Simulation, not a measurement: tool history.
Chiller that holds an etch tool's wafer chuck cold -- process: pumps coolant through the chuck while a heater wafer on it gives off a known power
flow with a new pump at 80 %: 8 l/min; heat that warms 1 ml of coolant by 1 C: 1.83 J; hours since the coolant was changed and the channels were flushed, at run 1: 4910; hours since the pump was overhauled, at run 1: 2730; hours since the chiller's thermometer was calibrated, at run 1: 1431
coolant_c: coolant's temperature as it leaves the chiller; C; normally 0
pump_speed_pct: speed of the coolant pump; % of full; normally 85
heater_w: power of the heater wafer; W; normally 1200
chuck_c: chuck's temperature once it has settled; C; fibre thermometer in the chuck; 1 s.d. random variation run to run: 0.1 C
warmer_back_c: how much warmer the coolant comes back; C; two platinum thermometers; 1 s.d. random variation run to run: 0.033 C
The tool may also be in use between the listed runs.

run    hour  coolant_c  pump_speed_pct  heater_w  hours since the coolant was changed and the channels were flushed  hours since the pump was overhauled  hours since the chiller's thermometer was calibrated  chuck_c  warmer_back_c
  1     0.0          0              85      1200                                                               4910                                 2730                                                  1431      9.5           4.95
  2   107.8          0              85      1200                                                               5018                                 2837                                                  1539      9.5           4.96
  3   160.8          0              72      1200                                                               5071                                 2890                                                  1592     11.2           5.81
  4   219.4          0              78      1200                                                               5130                                 2949                                                  1650     10.5           5.42
  5   320.4          0              78      1200                                                               5231                                 3050                                                  1751     10.4           5.39
  6   396.4          0              78      1200                                                               5306                                 3126                                                  1827     10.4           5.40
  7   459.2          0              85      1200                                                               5369                                 3189                                                  1890      9.6           4.94
  8   559.2          0              85      1200                                                               5469                                 3289                                                  1990      9.6           5.00
  9   666.8          0              85      1200                                                               5577                                 3396                                                  2098      9.7           5.02
 10   775.1          8              85      1200                                                               5685                                 3505                                                  2206     17.7           5.06
 11   883.5          0              85      1200                                                               5794                                 3613                                                  2314      9.9           5.03
 12   953.1          0              74      1200                                                               5863                                 3683                                                  2384     11.1           5.85
 13  1000.2          0              74      1200                                                               5910                                 3730                                                  2431     11.0           5.84
 14  1107.0          0              74      1200                                                               6017                                 3837                                                  2538     11.3           5.84
 15  1192.4          0              85       689                                                               6102                                 3922                                                  2623      5.7           2.86
 16  1299.5          0              85       689                                                               6210                                 4029                                                  2730      5.6           2.99
 17  1355.6         -4              97      1108                                                               6266                                 4085                                                  2786      4.3           4.11
 18  1414.2         -4              88      1108                                                               6324                                 4144                                                  2845      5.0           4.62
 19  1499.6         -4              88      1108                                                               6410                                 4229                                                  2930      5.0           4.52
 20  1555.5         -4              88      1108                                                               6466                                 4285                                                  2986      4.9           4.59
 21  1652.9          2              85      1200                                                               6563                                 4382                                                  3084     12.1           5.11
 22  1704.1          7              64       828                                                               6614                                 4434                                                  3135     15.9           4.73
 23  1778.4          0              87      1364                                                               6688                                 4508                                                  3209     11.4           5.72
 24  1848.9          8              87      1264                                                               6759                                 4578                                                  3280     18.7           5.31
 25  1918.9         10              92      1393                                                               6829                                 4648                                                  3350     21.1           5.57
 26  1969.1         10              92      1393                                                               6879                                 4699                                                  3400     21.2           5.57
     2001.6  -- coolant changed, channels flushed
 27  2032.0         -2              85      1233                                                                 30                                 4756                                                  3457      6.7           5.37
 28  2089.9         -1              85      1200                                                                 88                                 4813                                                  3515      7.5           5.25
 29  2179.3         -5              66       978                                                                178                                 4903                                                  3604      3.6           5.48
 30  2257.8         -5              66       978                                                                256                                 4981                                                  3683      3.8           5.44
 31  2337.7         -5              66       978                                                                336                                 5061                                                  3763      3.6           5.44
 32  2410.4         -5              90      1654                                                                409                                 5134                                                  3835      6.5           6.85

Predict each of these 3 candidate next runs independently; none follows another, all start after run 32:
  A  2519.5          4              79      1200                                                                518                                 5243                                                  3944        ?              ?
  B  2519.5         -4              90      1654                                                                518                                 5243                                                  3944        ?              ?
  C  2519.5         -5              90       830                                                                518                                 5243                                                  3944        ?              ?

run  chuck_c  warmer_back_c
  A     13.1           5.65
  B      7.4           6.83
  C      0.3           3.41
What these runs would have given with no unlogged condition in the tool:
run  chuck_c  warmer_back_c
  A     12.5           4.97
  B      6.5           6.01
  C      0.2           3.00

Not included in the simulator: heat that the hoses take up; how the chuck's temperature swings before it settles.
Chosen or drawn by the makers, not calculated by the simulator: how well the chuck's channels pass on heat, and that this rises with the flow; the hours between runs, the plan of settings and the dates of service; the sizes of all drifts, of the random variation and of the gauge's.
